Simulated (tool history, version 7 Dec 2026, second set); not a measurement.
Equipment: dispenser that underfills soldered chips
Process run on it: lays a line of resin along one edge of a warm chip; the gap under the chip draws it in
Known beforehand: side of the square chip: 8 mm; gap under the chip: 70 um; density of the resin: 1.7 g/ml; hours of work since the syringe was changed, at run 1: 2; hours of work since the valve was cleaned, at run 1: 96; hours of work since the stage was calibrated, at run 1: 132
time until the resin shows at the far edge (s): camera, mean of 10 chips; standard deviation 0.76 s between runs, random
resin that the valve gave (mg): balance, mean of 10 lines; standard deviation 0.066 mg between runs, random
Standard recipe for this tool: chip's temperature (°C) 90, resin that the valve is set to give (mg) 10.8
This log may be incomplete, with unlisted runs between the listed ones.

run,hour,chip's temperature (°C),resin that the valve is set to give (mg),hours of work since the syringe was changed,hours of work since the valve was cleaned,hours of work since the stage was calibrated,time until the resin shows at the far edge (s),resin that the valve gave (mg)
1,0.0,90,10.8,2,96,132,80.8,10.12
2,4.2,80,10.8,5,100,135,149.6,10.22
3,10.1,80,10.8,10,104,140,195.1,10.02
# hour 11.7: new syringe of resin
4,15.7,90,10.8,3,108,144,88.4,10.11
5,20.4,90,10.8,7,111,147,109.2,10.01
6,24.1,90,10.8,9,114,150,132.5,10.05
# hour 25.8: new syringe of resin
7,31.1,90,10.8,4,119,155,92.2,10.00
8,35.4,100,12.1,7,122,158,75.0,11.21
# hour 37.0: dispensing valve cleaned and set on the balance
9,40.3,100,12.1,10,2,161,90.7,12.07
# hour 41.2: new syringe of resin
10,46.1,103,11.4,4,7,165,54.8,11.36
11,50.1,105,13.0,7,10,168,61.0,12.87
12,54.6,92,9.2,10,13,172,132.1,9.13
# hour 55.6: new syringe of resin
13,60.3,94,10.9,4,17,176,75.1,10.79

Consider 3 possible next runs. They are alternatives, not a sequence: every one starts from the tool as it was left by run 13. What does each give?
A,66.8,94,9.5,8,22,180,?,?
B,66.8,84,10.4,8,22,180,?,?
C,66.8,85,11.2,8,22,180,?,?

run,time until the resin shows at the far edge (s),resin that the valve gave (mg)
A,107.9,9.38
B,157.4,10.27
C,147.1,10.91
The same runs, with their run-to-run variation unchanged, on a tool lacking any hidden condition would have given:
run,time until the resin shows at the far edge (s),resin that the valve gave (mg)
A,61.4,9.52
B,89.6,10.42
C,83.8,11.07
